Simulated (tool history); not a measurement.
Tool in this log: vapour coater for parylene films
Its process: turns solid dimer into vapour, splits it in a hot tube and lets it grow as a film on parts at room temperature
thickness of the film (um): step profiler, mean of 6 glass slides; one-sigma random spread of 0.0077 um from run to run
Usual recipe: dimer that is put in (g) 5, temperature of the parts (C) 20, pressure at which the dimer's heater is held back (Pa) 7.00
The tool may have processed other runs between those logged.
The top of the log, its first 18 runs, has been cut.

run	hour	dimer that is put in (g)	temperature of the parts (C)	pressure at which the dimer's heater is held back (Pa)	thickness of the film (um)
# hour 606.7: trap's valve overhauled
19	625.9	5	20	4.49	1.229
20	650.4	5	20	4.49	1.237
21	700.5	5	20	4.49	1.218
22	725.9	5	20	4.49	1.227
23	746.8	6	31	8.28	1.032
24	790.2	6	31	8.28	1.032
# hour 826.8: trap's valve overhauled, once more
25	835.5	6	31	8.28	1.121
26	863.6	3	20	2.11	0.912
27	911.2	3	20	2.11	0.903
28	935.0	3	20	2.11	0.907
29	984.7	3	20	2.36	0.888
30	1035.3	3	26	11.56	0.601
31	1072.7	3	26	11.56	0.599
32	1106.7	3	24	5.96	0.692
33	1136.5	3	24	5.96	0.689
34	1183.6	3	13	6.69	0.887
35	1232.2	3	13	6.69	0.879
36	1275.1	6	23	6.72	1.393
37	1310.8	9	23	6.72	2.094
38	1352.8	9	23	6.72	2.104
39	1402.1	5	20	3.00	1.419
40	1425.0	5	20	3.00	1.399
41	1459.2	5	20	3.00	1.396
42	1493.1	5	12	11.73	1.367

The next listed run, before its measurement:
43	1530.1	3	20	4.64	?

thickness of the film (um): 0.779
If the tool had no hidden condition, the same run with the same run-to-run variation would have returned thickness of the film (um) 0.792.
